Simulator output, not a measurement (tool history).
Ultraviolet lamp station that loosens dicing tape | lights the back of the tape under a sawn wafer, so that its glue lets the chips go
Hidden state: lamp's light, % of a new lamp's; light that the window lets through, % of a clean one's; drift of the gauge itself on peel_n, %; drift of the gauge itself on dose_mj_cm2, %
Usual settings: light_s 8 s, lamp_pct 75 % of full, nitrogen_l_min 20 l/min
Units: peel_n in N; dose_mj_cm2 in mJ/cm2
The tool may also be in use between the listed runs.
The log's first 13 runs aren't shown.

run    hour  light_s  lamp_pct  nitrogen_l_min  hours of work of the lamp  hours of work since the window was cleaned  peel_n  dose_mj_cm2
 14   386.5        8        75              12                        318                                         497   1.436          148
 15   412.8        8        75              35                        334                                         513   0.694          145
 16   448.5        8        75              35                        355                                         534   0.718          141
 17   476.9        8        75              35                        372                                         551    0.74          141
      489.9  -- window cleaned of glue's vapour
 18   513.2        8        75              35                        394                                          14   0.481          170
 19   540.4        8        75              20                        410                                          30   0.771          164
 20   584.1        8        75               8                        436                                          56   1.635          158
 21   609.7        8        75               8                        452                                          72   1.689          155
 22   632.6        8        81              21                        465                                          85   0.706          165
 23   661.1        9        79              30                        482                                         103   0.458          181
 24   684.9        9        79              30                        497                                         117   0.462          178
 25   713.9        9        96              14                        514                                         134   0.546          214
 26   755.2        9        95              26                        539                                         159   0.343          207
 27   774.6        9        95              26                        550                                         171   0.356          203
 28   811.8        4        77              22                        573                                         193   3.095           71
 29   853.5        8        68               9                        598                                         218   2.269          125
 30   881.2        8        68               9                        614                                         235    2.33          119
 31   904.6        8        68               9                        628                                         249   2.404          123
 32   925.6        8        89              37                        641                                         261   0.588          153
 33     950        6        78              17                        656                                         276   2.155          100
 34   975.5        6        62               9                        671                                         291   3.858           82
 35  1015.1        7        62              28                        695                                         315   2.112           84
 36  1045.2       16        73               9                        713                                         333   0.645          232
     1066.7  -- lamp changed
 37  1071.2       16        73               9                          3                                         348   0.217          361
 38  1095.8        8        94              20                         17                                         363   0.316          231

The next listed run, before its measurement:
 39  1116.6        4        75              15                         30                                         375       ?            ?

{"run 39": {"peel_n": 2.698, "dose_mj_cm2": 89}}
Without the tool's hidden state the same run would have given peel_n 2.162 N, dose_mj_cm2 104 mJ/cm2.
